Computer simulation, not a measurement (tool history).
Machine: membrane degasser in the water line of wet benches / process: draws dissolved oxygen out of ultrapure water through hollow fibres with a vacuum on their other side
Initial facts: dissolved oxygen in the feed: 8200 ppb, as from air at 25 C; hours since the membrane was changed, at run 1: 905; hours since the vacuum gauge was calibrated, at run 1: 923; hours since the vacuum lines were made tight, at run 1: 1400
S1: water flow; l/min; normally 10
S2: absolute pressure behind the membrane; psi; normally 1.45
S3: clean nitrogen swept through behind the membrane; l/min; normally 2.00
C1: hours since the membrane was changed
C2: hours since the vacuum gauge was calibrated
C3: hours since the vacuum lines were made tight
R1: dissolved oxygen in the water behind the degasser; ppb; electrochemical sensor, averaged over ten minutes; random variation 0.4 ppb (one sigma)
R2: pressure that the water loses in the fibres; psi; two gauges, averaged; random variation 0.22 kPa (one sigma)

Run 1, day 0.000: usual settings; C1 905; C2 923; C3 1400. Result: R1 84.5 ppb, R2 7.671 psi.
Run 2, day 3.092: usual settings; C1 979; C2 997; C3 1474. Result: R1 85.5 ppb, R2 7.713 psi.
Run 3, day 5.392: usual settings but S3 5.94 l/min; C1 1034; C2 1052; C3 1530. Result: R1 31.2 ppb, R2 7.658 psi.
Run 4, day 7.900: usual settings but S2 0.99 psi; C1 1095; C2 1113; C3 1590. Result: R1 46.5 ppb, R2 7.715 psi.
Run 5, day 10.404: usual settings but S3 4.37 l/min; C1 1155; C2 1173; C3 1650. Result: R1 41.8 ppb, R2 7.693 psi.
Run 6, day 11.671: usual settings but S3 4.37 l/min; C1 1185; C2 1203; C3 1680. Result: R1 41.4 ppb, R2 7.731 psi.
Run 7, day 14.429: usual settings but S1 7 l/min, S2 1.22 psi, S3 2.43 l/min; C1 1251; C2 1269; C3 1747. Result: R1 38.2 ppb, R2 5.382 psi.
Run 8, day 16.242: usual settings but S2 2.67 psi; C1 1295; C2 1313; C3 1790. Result: R1 185.6 ppb, R2 7.719 psi.
Run 9, day 18.050: usual settings but S2 2.67 psi; C1 1338; C2 1356; C3 1834. Result: R1 185.1 ppb, R2 7.620 psi.
Run 10, day 20.708: usual settings but S2 2.67 psi; C1 1402; C2 1420; C3 1897. Result: R1 186.9 ppb, R2 7.688 psi.

5 ways to go on from here, each from the tool as it stands after run 10. What would each give?
Run A, day 23.758: usual settings but S1 8 l/min; C1 1475; C2 1493; C3 1970. Result: R1 ?, R2 ?.
Run B, day 23.758: usual settings but S1 7 l/min; C1 1475; C2 1493; C3 1970. Result: R1 ?, R2 ?.
Run C, day 23.758: usual settings but S2 3.45 psi, S3 2.99 l/min; C1 1475; C2 1493; C3 1970. Result: R1 ?, R2 ?.
Run D, day 23.758: usual settings but S1 15 l/min; C1 1475; C2 1493; C3 1970. Result: R1 ?, R2 ?.
Run E, day 23.758: usual settings but S2 1.39 psi; C1 1475; C2 1493; C3 1970. Result: R1 ?, R2 ?.

run     R1      R2
  A   68.3   6.131
  B   59.8   5.416
  C  170.3   7.748
  D  131.3  11.557
  E   80.9   7.706
The same runs, with their run-to-run variation unchanged, on a tool lacking any hidden condition would have given:
run     R1      R2
  A   67.7   6.128
  B   59.3   5.414
  C  169.0   7.745
  D  130.3  11.552
  E   80.3   7.703
